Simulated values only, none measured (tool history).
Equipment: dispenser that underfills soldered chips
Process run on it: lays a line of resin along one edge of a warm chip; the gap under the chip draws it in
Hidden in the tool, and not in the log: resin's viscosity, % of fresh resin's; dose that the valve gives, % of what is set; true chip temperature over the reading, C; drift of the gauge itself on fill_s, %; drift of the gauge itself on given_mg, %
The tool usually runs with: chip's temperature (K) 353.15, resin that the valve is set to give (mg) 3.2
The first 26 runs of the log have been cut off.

run    day  chip's temperature (K)  resin that the valve is set to give (mg)  hours of work since the syringe was changed  hours of work since the valve was cleaned  hours of work since the stage was calibrated  time until the resin shows at the far edge (s)  resin that the valve gave (mg)
 27  3.521                  363.15                                      3.77                                            4                                         92                                           108                                            27.4                           3.576
     3.671  -- dispensing valve cleaned and set on the balance
 28  3.675                  363.15                                      3.77                                            6                                          0                                           110                                            29.2                           3.758
     3.829  -- new syringe of resin
 29  3.842                  366.15                                      2.99                                            0                                          2                                           112                                            19.8                           2.984
 30  3.975                  348.15                                      4.13                                            2                                          4                                           114                                            35.6                           4.123
 31  4.142                  348.15                                      4.13                                            5                                          7                                           116                                            41.5                           4.113
 32  4.258                  357.15                                      2.79                                            6                                          9                                           118                                            37.4                           2.783
     4.392  -- new syringe of resin
 33  4.438                  359.15                                      3.74                                            1                                         11                                           121                                            23.8                           3.708
 34  4.579                  343.15                                      3.59                                            3                                         13                                           123                                            42.7                           3.565
 35  4.704                  343.15                                      2.78                                            5                                         15                                           125                                            50.8                           2.753
 36  4.871                  340.15                                      2.72                                            7                                         17                                           127                                              65                           2.677

What if the next run were any one of these 3? Each begins from the tool's condition after run 36:
     4.967  -- new syringe of resin
  A    5                  352.15                                      3.28                                            1                                         19                                           129                                               ?                               ?
     4.967  -- new syringe of resin
  B    5                  353.15                                      3.74                                            1                                         19                                           129                                               ?                               ?
     4.967  -- new syringe of resin
  C    5                  359.15                                      2.72                                            1                                         19                                           129                                               ?                               ?

run  time until the resin shows at the far edge (s)  resin that the valve gave (mg)
  A                                            29.2                           3.249
  B                                              28                           3.685
  C                                            24.6                            2.68
Without the tool's unlogged condition, the same runs would have read:
run  time until the resin shows at the far edge (s)  resin that the valve gave (mg)
  A                                            27.9                           3.285
  B                                            26.8                           3.726
  C                                            23.4                            2.71
